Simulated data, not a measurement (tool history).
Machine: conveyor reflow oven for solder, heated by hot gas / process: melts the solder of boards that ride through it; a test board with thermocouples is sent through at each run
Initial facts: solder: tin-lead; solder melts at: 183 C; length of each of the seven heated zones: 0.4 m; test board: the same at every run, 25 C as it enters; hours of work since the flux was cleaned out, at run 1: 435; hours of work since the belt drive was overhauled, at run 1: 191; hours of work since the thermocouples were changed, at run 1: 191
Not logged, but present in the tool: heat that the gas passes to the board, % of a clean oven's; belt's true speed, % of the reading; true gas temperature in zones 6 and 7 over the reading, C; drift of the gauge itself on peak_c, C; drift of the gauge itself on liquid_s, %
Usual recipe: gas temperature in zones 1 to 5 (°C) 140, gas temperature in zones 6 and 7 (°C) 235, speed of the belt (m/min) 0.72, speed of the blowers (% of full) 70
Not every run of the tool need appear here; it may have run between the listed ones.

run,hour,gas temperature in zones 1 to 5 (°C),gas temperature in zones 6 and 7 (°C),speed of the belt (m/min),speed of the blowers (% of full),hours of work since the flux was cleaned out,hours of work since the belt drive was overhauled,hours of work since the thermocouples were changed,highest temperature of the board (°C),time above the solder's melting point (s)
1,0,140,235,0.72,70,435,191,191,214.3,48
# hour 35.6: flux residue cleaned out of gas plates and filters
2,40.1,140,226,0.72,70,2,210,210,208.9,44.1
3,61.3,141,235,0.72,70,14,222,222,216.4,50.4
4,96.2,140,235,0.734,70,33,241,241,215.7,48.5
5,135.4,140,235,0.72,70,55,263,263,216.2,49.6
6,163.2,140,235,0.721,70,70,278,278,216.1,49.6
7,200.4,140,235,0.721,70,91,298,298,215.6,49.2
8,217.5,140,235,0.72,65,100,308,308,214.9,48
9,255.4,140,235,0.72,70,121,329,329,215.9,49.3
10,291.8,140,235,0.72,81,141,349,349,218.1,51.5
11,319.2,137,235,0.72,81,156,364,364,216.9,50.7
12,353.4,137,235,0.72,81,175,383,383,217,49.8
13,376.7,140,225,0.723,70,188,396,396,206.9,41.5
14,413.2,140,235,0.72,59,208,416,416,211.4,45.4
15,449.1,140,227,0.704,70,228,435,435,208.5,45.1
16,484.8,140,225,0.621,80,247,455,455,212.1,56.3
17,513.9,152,238,0.72,70,263,471,471,219.4,55.8

Take each entry between the runs: how does the hidden state at the last listed run before it differ from the hidden state at the first listed run after it?
Between runs 1 and 2: flux residue cleaned out of gas plates and filters (hour 35.6)
  heat that the gas passes to the board, % of a clean oven's: 91.9 -> 99.6; belt's true speed, % of the reading: 99.7 -> 99.67; true gas temperature in zones 6 and 7 over the reading, C: -0.65 -> -0.72
  measured value less the no-hidden-state value, highest temperature of the board (°C): -2.6 -> -0.6; time above the solder's melting point (s): -2 -> -0.4
